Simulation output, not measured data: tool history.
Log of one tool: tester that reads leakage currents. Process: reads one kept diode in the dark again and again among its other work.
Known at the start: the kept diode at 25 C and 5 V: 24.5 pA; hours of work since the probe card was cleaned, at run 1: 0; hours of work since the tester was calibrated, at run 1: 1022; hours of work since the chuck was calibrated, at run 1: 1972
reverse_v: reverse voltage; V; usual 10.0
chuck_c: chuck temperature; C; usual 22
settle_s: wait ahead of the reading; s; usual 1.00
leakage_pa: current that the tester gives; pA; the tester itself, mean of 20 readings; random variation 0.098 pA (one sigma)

run	hour	reverse_v	chuck_c	settle_s	hours of work since the probe card was cleaned	hours of work since the tester was calibrated	hours of work since the chuck was calibrated	leakage_pa
1	0.0	10.0	22	1.00	0	1022	1972	23.89
2	92.6	10.0	22	1.00	43	1065	2015	24.55
3	180.2	10.0	22	1.00	84	1106	2056	25.40
# hour 248.0: chuck's temperature calibrated
4	288.8	10.0	22	1.00	134	1156	19	24.57
5	363.2	10.0	22	9.71	169	1191	54	22.87
6	513.3	10.0	22	9.71	239	1261	124	24.35
7	620.4	1.0	22	1.00	289	1311	174	7.76
8	735.6	19.1	57	4.81	343	1365	228	498.49
9	872.6	19.1	57	4.81	407	1429	292	498.12
10	975.9	10.0	23	0.52	455	1477	340	35.26
11	1060.8	10.0	23	0.52	495	1517	380	36.23

Forecast run 12:
# hour 1103.9: chuck's temperature calibrated, once more
12	1191.5	10.0	23	0.52	555	1577	41	?

leakage_pa: 45.25 pA
Without the tool's hidden state the same run would have given leakage_pa 33.02 pA.

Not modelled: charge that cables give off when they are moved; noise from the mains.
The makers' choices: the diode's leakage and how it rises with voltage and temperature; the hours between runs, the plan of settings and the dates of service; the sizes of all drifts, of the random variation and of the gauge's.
